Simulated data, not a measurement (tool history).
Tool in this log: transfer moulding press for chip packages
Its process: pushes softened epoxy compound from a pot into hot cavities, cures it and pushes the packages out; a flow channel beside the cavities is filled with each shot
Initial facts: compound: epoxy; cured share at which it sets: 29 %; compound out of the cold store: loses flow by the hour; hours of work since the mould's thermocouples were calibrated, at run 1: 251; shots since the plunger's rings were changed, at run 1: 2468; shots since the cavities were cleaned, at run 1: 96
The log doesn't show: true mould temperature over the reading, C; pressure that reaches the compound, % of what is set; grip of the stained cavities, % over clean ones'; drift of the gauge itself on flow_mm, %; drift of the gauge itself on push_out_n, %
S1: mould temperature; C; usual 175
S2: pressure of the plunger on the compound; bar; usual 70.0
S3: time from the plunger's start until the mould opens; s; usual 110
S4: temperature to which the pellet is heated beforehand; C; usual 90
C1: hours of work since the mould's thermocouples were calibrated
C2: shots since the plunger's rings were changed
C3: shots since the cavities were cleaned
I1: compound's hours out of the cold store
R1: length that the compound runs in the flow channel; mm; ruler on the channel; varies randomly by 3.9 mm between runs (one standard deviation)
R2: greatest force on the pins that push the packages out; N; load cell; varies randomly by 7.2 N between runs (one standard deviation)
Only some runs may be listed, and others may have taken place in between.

run   hour   S1    S2   S3  S4   C1    C2   C3    I1    R1   R2
  1    0.0  175  70.0  110  90  251  2468   96  46.2   801  288
  2   12.4  175  70.0  114  90  260  2607  235   8.4   984  303
  3   24.5  175  70.0  114  90  269  2743  371  25.6   893  292
  4   34.4  175  70.0  114  90  276  2853  481  10.2   978  310
  5   41.2  175  70.0  114  90  281  2930  558  35.5   850  295
      43.3  -- cavities cleaned with cleaning compound and waxed
  6   53.4  175  70.0  114  90  288  3050  114  17.2   942  307
  7   60.1  175  70.0  114  90  293  3124  188  32.8   863  283
  8   73.7  175  70.0  110  90  303  3278  342  16.6   945  308
  9   84.4  175  70.0  110  90  311  3398  462  33.6   864  294
 10   93.3  175  70.0  110  89  317  3497  561  43.4   811  297
      96.0  -- cavities cleaned with cleaning compound and waxed
     102.5  -- plunger's sealing rings changed
 11  108.4  175  70.0  110  90  325    66  110  18.7   933  305
 12  114.5  175  70.0  110  90  329   135  179  42.3   819  304
 13  121.0  175  70.0  110  90  334   208  252  34.9   847  312
 14  130.2  175  70.0  110  90  341   311  355  22.7   909  308
 15  141.1  175  70.0  110  90  349   433  477  39.6   840  318
     150.8  -- cavities cleaned with cleaning compound and waxed
 16  155.8  181  63.3  100  83  358   581   56  21.9   852  271
 17  164.0  175  73.8  110  97  364   673  148  43.7   838  295
 18  177.4  175  73.8  110  97  373   823  298  38.3   856  289
 19  190.0  169  85.6  115  96  383   964  439  21.8  1043  388
 20  197.9  170  75.8  130  92  388  1054  529   9.4  1052  308
     202.7  -- cavities cleaned with cleaning compound and waxed
 21  207.5  170  75.8  130  92  394  1144   54  37.3   894  300

Run 22, settings as shown, results not yet in. Your forecast:
 22  213.2  175  70.0  110  94  398  1208  118  44.8   ?   ?

Logged for run 22: R1 804 mm, R2 292 N.
With no hidden state in the tool, this same run would have given R1 804 mm, R2 291 N.
